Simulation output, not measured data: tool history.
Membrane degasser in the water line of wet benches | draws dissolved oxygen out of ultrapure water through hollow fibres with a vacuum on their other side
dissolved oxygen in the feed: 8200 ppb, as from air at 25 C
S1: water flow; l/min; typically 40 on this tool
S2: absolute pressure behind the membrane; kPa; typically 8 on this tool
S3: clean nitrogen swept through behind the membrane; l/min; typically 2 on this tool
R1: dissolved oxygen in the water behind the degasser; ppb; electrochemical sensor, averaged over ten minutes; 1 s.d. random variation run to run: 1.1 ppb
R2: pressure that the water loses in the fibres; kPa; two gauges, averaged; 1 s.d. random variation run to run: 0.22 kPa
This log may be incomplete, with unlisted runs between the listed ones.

{"run": 1, "day": 0.0, "S1": 40, "S2": 8, "S3": 2, "R1": 223.1, "R2": 52.09}
{"run": 2, "day": 2.258, "S1": 40, "S2": 8, "S3": 2, "R1": 223.4, "R2": 51.94}
{"run": 3, "day": 4.429, "S1": 40, "S2": 8, "S3": 2, "R1": 222.6, "R2": 51.9}
{"run": 4, "day": 6.842, "S1": 40, "S2": 8, "S3": 2, "R1": 223.7, "R2": 52.17}
{"run": 5, "day": 9.15, "S1": 40, "S2": 8, "S3": 2, "R1": 223.2, "R2": 52.01}
{"run": 6, "day": 11.533, "S1": 40, "S2": 8, "S3": 2, "R1": 223.1, "R2": 51.83}
{"run": 7, "day": 13.425, "S1": 40, "S2": 13.66, "S3": 2, "R1": 460.1, "R2": 52.18}
{"run": 8, "day": 15.296, "S1": 40, "S2": 13.66, "S3": 2, "R1": 459.5, "R2": 51.99}
{"run": 9, "day": 16.579, "S1": 40, "S2": 13.66, "S3": 2, "R1": 466, "R2": 52.28}
{"run": 10, "day": 17.808, "S1": 40, "S2": 13.66, "S3": 2, "R1": 460, "R2": 52.1}
{"run": 11, "day": 19.688, "S1": 40, "S2": 8, "S3": 2, "R1": 225.7, "R2": 52.19}
{"run": 12, "day": 21.096, "S1": 40, "S2": 8, "S3": 2, "R1": 225.8, "R2": 52.08}
{"run": 13, "day": 23.175, "S1": 40, "S2": 6.86, "S3": 2, "R1": 176.3, "R2": 51.6}
{"run": 14, "day": 24.721, "S1": 40, "S2": 8, "S3": 2, "R1": 228.4, "R2": 52.24}
{"run": 15, "day": 25.95, "S1": 40, "S2": 8, "S3": 1.22, "R1": 334.5, "R2": 52.13}
{"run": 16, "day": 26.975, "S1": 40, "S2": 8, "S3": 1.22, "R1": 333.9, "R2": 52.24}

Run 17, settings as shown, results not yet in. Your forecast:
{"run": 17, "day": 28.371, "S1": 34, "S2": 12.08, "S3": 2.64, "R1": "?", "R2": "?"}

R1: 268 ppb
R2: 44.05 kPa
The same run, on a tool lacking any hidden state, would have yielded R1 264.5 ppb, R2 44.04 kPa.

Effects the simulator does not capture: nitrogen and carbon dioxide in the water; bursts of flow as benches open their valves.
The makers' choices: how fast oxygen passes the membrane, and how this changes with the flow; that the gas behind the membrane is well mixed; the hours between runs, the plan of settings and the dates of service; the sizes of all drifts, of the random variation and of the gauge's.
